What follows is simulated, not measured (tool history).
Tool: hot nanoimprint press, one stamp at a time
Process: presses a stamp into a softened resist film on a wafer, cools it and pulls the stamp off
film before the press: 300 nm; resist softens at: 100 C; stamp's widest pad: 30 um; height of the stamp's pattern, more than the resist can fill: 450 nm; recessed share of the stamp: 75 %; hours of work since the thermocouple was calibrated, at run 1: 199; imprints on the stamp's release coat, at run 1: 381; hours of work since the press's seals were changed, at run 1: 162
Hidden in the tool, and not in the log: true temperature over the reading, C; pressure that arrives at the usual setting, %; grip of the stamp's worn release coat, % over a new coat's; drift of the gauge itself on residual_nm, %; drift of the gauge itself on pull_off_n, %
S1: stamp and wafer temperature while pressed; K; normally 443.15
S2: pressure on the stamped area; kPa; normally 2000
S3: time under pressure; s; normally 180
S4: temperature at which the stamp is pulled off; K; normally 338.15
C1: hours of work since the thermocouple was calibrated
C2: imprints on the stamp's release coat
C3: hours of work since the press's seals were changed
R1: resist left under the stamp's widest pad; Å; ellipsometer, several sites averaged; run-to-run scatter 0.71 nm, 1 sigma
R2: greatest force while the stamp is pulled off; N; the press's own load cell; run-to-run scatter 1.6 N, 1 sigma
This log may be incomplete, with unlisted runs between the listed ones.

| run | hour | S1 | S2 | S3 | S4 | C1 | C2 | C3 | R1 | R2 |
|---|---|---|---|---|---|---|---|---|---|---|
| 1 | 0 | 443.15 | 2000 | 180 | 338.15 | 199 | 381 | 162 | 1413 | 152 |
| 2 | 5.6 | 443.15 | 2000 | 180 | 338.15 | 203 | 407 | 165 | 1412 | 154 |
| 3 | 15.2 | 443.15 | 2000 | 180 | 338.15 | 209 | 451 | 172 | 1394 | 155 |
| 4 | 20.2 | 443.15 | 2000 | 180 | 338.15 | 212 | 474 | 175 | 1408 | 154 |
| 5 | 29.3 | 443.15 | 2000 | 180 | 338.15 | 218 | 515 | 181 | 1391 | 153 |
| 6 | 36.7 | 443.15 | 2000 | 180 | 338.15 | 223 | 550 | 185 | 1415 | 155 |
| 7 | 44.8 | 443.15 | 2000 | 180 | 338.15 | 228 | 587 | 191 | 1397 | 155 |
| 8 | 55.1 | 443.15 | 2000 | 180 | 338.15 | 235 | 634 | 197 | 1387 | 158 |
| 9 | 64 | 443.15 | 2000 | 180 | 329.15 | 241 | 675 | 203 | 1400 | 201 |
|  | 80.2 | stamp cleaned and given a new release coat |
| 10 | 80.7 | 443.15 | 2000 | 180 | 338.15 | 248 | 2 | 210 | 1403 | 148 |
| 11 | 85.6 | 443.15 | 2000 | 180 | 338.15 | 251 | 24 | 213 | 1401 | 147 |
| 12 | 92.2 | 443.15 | 2000 | 180 | 338.15 | 255 | 55 | 217 | 1388 | 149 |
| 13 | 102.8 | 443.15 | 2000 | 180 | 338.15 | 262 | 103 | 224 | 1390 | 152 |
| 14 | 109.3 | 443.15 | 2000 | 180 | 338.15 | 266 | 133 | 229 | 1399 | 150 |
| 15 | 114.9 | 443.15 | 2000 | 154 | 331.15 | 270 | 159 | 232 | 1477 | 176 |
| 16 | 119.3 | 443.15 | 2080 | 154 | 331.15 | 273 | 179 | 235 | 1461 | 178 |
| 17 | 128.1 | 445.15 | 1450 | 206 | 333.15 | 278 | 220 | 241 | 1429 | 173 |
| 18 | 137.1 | 445.15 | 1450 | 206 | 333.15 | 284 | 261 | 247 | 1420 | 173 |
| 19 | 147.2 | 443.15 | 1220 | 180 | 331.15 | 291 | 307 | 253 | 1741 | 179 |
| 20 | 154 | 443.15 | 1740 | 263 | 331.15 | 295 | 338 | 258 | 1301 | 184 |
| 21 | 160.7 | 452.15 | 1740 | 113 | 328.15 | 299 | 369 | 262 | 1181 | 197 |
| 22 | 165.1 | 442.15 | 3050 | 245 | 324.15 | 302 | 389 | 265 | 1048 | 216 |
| 23 | 172.9 | 433.15 | 2580 | 286 | 338.15 | 307 | 425 | 270 | 1682 | 152 |
| 24 | 182.4 | 433.15 | 2580 | 127 | 338.15 | 313 | 469 | 276 | 2123 | 150 |
| 25 | 189.8 | 433.15 | 2580 | 127 | 338.15 | 318 | 503 | 281 | 2107 | 153 |
| 26 | 196.6 | 443.15 | 1420 | 180 | 342.15 | 323 | 534 | 285 | 1632 | 138 |
| 27 | 207.4 | 443.15 | 1420 | 180 | 328.15 | 330 | 583 | 292 | 1645 | 202 |
| 28 | 213 | 448.15 | 2320 | 119 | 338.15 | 333 | 609 | 296 | 1191 | 157 |

For each entry between runs, how does the tool's hidden state at the last listed run before it compare with that at the first listed run after it?
Between runs 9 and 10: stamp cleaned and given a new release coat (hour 80.2)
  true temperature over the reading, C: 0.25 -> 0.27; pressure that arrives at the usual setting, %: 100.27 -> 100.26; grip of the stamp's worn release coat, % over a new coat's: 6.7 -> 0
  measured value less the no-hidden-state value, R1: -18 -> -19 Å; R2: +12 -> -1 N

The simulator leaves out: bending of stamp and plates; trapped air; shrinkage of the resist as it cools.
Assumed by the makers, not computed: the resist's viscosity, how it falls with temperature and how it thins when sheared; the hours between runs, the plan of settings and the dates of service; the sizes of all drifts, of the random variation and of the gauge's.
